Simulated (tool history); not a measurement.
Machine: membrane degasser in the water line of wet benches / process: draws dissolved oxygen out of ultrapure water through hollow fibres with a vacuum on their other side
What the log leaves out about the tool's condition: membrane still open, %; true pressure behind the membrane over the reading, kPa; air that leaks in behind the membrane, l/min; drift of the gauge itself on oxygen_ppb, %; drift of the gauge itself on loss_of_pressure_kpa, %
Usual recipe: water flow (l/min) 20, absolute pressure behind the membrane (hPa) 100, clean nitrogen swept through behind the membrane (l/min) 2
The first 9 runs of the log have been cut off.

| run | hour | water flow (l/min) | absolute pressure behind the membrane (hPa) | clean nitrogen swept through behind the membrane (l/min) | hours since the membrane was changed | hours since the vacuum gauge was calibrated | hours since the vacuum lines were made tight | dissolved oxygen in the water behind the degasser (ppb) | pressure that the water loses in the fibres (hPa) |
|---|---|---|---|---|---|---|---|---|---|
| 10 | 631.5 | 22 | 100 | 2 | 3984 | 1569 | 12580 | 263 | 562 |
| 11 | 672.1 | 22 | 68 | 2 | 4024 | 1610 | 12620 | 180.2 | 558.5 |
| 12 | 747.9 | 22 | 68 | 2 | 4100 | 1686 | 12696 | 182.5 | 561.2 |
| 13 | 805.1 | 22 | 68 | 2 | 4157 | 1743 | 12753 | 181.6 | 563.5 |
| 14 | 888.6 | 22 | 68 | 2 | 4241 | 1826 | 12837 | 180.1 | 561.4 |
| 15 | 953.6 | 22 | 68 | 2 | 4306 | 1891 | 12902 | 181.1 | 559.8 |
| 16 | 997.9 | 22 | 68 | 2 | 4350 | 1936 | 12946 | 182.3 | 558.5 |
| 17 | 1086.3 | 22 | 68 | 2 | 4439 | 2024 | 13034 | 184.5 | 557.5 |
| 18 | 1133.4 | 22 | 68 | 2 | 4486 | 2071 | 13082 | 182.4 | 559.7 |
| 19 | 1189 | 22 | 68 | 2 | 4541 | 2127 | 13137 | 185.1 | 556.8 |
| 20 | 1253.6 | 29 | 78 | 2 | 4606 | 2191 | 13202 | 343 | 741.3 |
| 21 | 1330.5 | 29 | 78 | 2 | 4683 | 2268 | 13279 | 338.3 | 741.8 |
| 22 | 1399.2 | 19 | 215 | 2.27 | 4751 | 2337 | 13347 | 410.1 | 483.8 |
| 23 | 1488.1 | 21 | 73 | 2.83 | 4840 | 2426 | 13436 | 147 | 534.5 |
| 24 | 1541.6 | 21 | 73 | 2.83 | 4894 | 2479 | 13490 | 148.8 | 535.1 |
| 25 | 1611.1 | 26 | 220 | 2.33 | 4963 | 2549 | 13559 | 596.3 | 663.3 |
| 26 | 1658.5 | 13 | 220 | 2.33 | 5011 | 2596 | 13607 | 260.3 | 328.9 |
| 27 | 1729.8 | 26 | 242 | 3.42 | 5082 | 2668 | 13678 | 504.1 | 664.7 |

Predict the results of run 28:
| 28 | 1790.1 | 26 | 242 | 3.42 | 5142 | 2728 | 13738 | ? | ? |

Run 28 yielded dissolved oxygen in the water behind the degasser (ppb) 504.2, pressure that the water loses in the fibres (hPa) 661.5.
Were there no unlogged condition in the tool, this run, its random variation unchanged, would have produced dissolved oxygen in the water behind the degasser (ppb) 504, pressure that the water loses in the fibres (hPa) 661.3.
